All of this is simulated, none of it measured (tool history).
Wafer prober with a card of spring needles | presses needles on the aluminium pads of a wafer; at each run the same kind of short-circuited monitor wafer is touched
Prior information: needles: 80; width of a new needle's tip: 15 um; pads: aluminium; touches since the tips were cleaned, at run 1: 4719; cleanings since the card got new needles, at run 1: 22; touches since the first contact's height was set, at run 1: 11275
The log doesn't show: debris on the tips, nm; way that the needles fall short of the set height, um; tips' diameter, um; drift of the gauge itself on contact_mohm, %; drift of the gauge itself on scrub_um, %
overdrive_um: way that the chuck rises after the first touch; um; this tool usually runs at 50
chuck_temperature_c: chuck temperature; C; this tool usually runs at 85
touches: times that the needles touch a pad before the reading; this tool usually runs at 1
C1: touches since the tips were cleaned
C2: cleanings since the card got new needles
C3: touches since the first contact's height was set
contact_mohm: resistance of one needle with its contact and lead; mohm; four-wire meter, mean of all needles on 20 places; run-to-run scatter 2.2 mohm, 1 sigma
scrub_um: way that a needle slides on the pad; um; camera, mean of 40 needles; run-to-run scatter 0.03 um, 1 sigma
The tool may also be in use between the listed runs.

Run 1, day 0: usual settings; C1 4719; C2 22; C3 11275. Result: contact_mohm 256 mohm, scrub_um 11.25 um.
At day 0.154: tips cleaned on abrasive film.
Run 2, day 0.258: usual settings; C1 1363; C2 23; C3 14579. Result: contact_mohm 261 mohm, scrub_um 11.2 um.
Run 3, day 0.525: usual settings; C1 4792; C2 23; C3 18008. Result: contact_mohm 259 mohm, scrub_um 11.25 um.
At day 0.7: tips cleaned on abrasive film.
Run 4, day 0.812: usual settings but touches 2; C1 1485; C2 24; C3 21702. Result: contact_mohm 246 mohm, scrub_um 11.23 um.
At day 1.233: tips cleaned on abrasive film.
Run 5, day 1.321: usual settings but touches 2; C1 1152; C2 25; C3 28246. Result: contact_mohm 247 mohm, scrub_um 11.17 um.
At day 1.754: tips cleaned on abrasive film.
Run 6, day 1.754: usual settings but touches 2; C1 0; C2 26; C3 33777. Result: contact_mohm 243 mohm, scrub_um 11.13 um.
At day 2.283: tips cleaned on abrasive film.
Run 7, day 2.329: usual settings but touches 2; C1 622; C2 27; C3 41181. Result: contact_mohm 244 mohm, scrub_um 11.16 um.
At day 2.821: tips cleaned on abrasive film, once more.
Run 8, day 2.912: usual settings but touches 2; C1 1170; C2 28; C3 48685. Result: contact_mohm 251 mohm, scrub_um 11.14 um.
Run 9, day 3.221: usual settings but touches 2; C1 5165; C2 28; C3 52680. Result: contact_mohm 253 mohm, scrub_um 11.16 um.
At day 3.367: tips cleaned on abrasive film.
Run 10, day 3.671: usual settings but touches 2; C1 3976; C2 29; C3 58479. Result: contact_mohm 249 mohm, scrub_um 11.16 um.
At day 3.912: tips cleaned on abrasive film.
Run 11, day 4.15: usual settings but touches 2; C1 3077; C2 30; C3 64589. Result: contact_mohm 252 mohm, scrub_um 11.13 um.
At day 4.454: tips cleaned on abrasive film.
Run 12, day 4.771: usual settings but touches 2; C1 4135; C2 31; C3 72607. Result: contact_mohm 251 mohm, scrub_um 11.13 um.
At day 4.983: tips cleaned on abrasive film.
Run 13, day 5.304: usual settings but touches 2; C1 4150; C2 32; C3 79453. Result: contact_mohm 248 mohm, scrub_um 11.12 um.
At day 5.508: tips cleaned on abrasive film.
Run 14, day 5.883: usual settings but touches 2; C1 4865; C2 33; C3 86895. Result: contact_mohm 250 mohm, scrub_um 11.11 um.
At day 6.058: tips cleaned on abrasive film.
Run 15, day 6.329: usual settings but touches 2; C1 3505; C2 34; C3 92625. Result: contact_mohm 249 mohm, scrub_um 11.09 um.
At day 6.575: tips cleaned on abrasive film.
Run 16, day 6.888: usual settings; C1 4054; C2 35; C3 99782. Result: contact_mohm 259 mohm, scrub_um 11.1 um.
At day 7.088: tips cleaned on abrasive film.
Run 17, day 7.158: usual settings; C1 906; C2 36; C3 103263. Result: contact_mohm 249 mohm, scrub_um 11.09 um.
At day 7.608: tips cleaned on abrasive film.
Run 18, day 7.754: usual settings; C1 1893; C2 37; C3 110918. Result: contact_mohm 255 mohm, scrub_um 11.08 um.
At day 8.121: tips cleaned on abrasive film.
Run 19, day 8.367: usual settings but overdrive_um 42 um, chuck_temperature_c 92 C; C1 3197; C2 38; C3 118799. Result: contact_mohm 264 mohm, scrub_um 9.2 um.
At day 8.646: tips cleaned on abrasive film.
Run 20, day 8.921: usual settings but overdrive_um 42 um, chuck_temperature_c 92 C; C1 3561; C2 39; C3 125933. Result: contact_mohm 265 mohm, scrub_um 9.21 um.
At day 9.192: tips cleaned on abrasive film.
Run 21, day 9.358: usual settings but overdrive_um 61 um, chuck_temperature_c 76 C, touches 2; C1 2174; C2 40; C3 131537. Result: contact_mohm 244 mohm, scrub_um 13.44 um.
At day 9.721: tips cleaned on abrasive film.
Run 22, day 9.829: usual settings but overdrive_um 61 um, chuck_temperature_c 38 C, touches 2; C1 1418; C2 41; C3 137585. Result: contact_mohm 236 mohm, scrub_um 13.48 um.

Run 23 has not been measured yet. What should we expect?
At day 10.233: tips cleaned on abrasive film.
Run 23, day 10.325: usual settings but overdrive_um 43 um, chuck_temperature_c 34 C; C1 1170; C2 42; C3 143930. Result: contact_mohm ?, scrub_um ?.

Run 23 measured contact_mohm 241 mohm, scrub_um 9.4 um.
With no hidden state in the tool, this same run would have given contact_mohm 231 mohm, scrub_um 9.68 um.
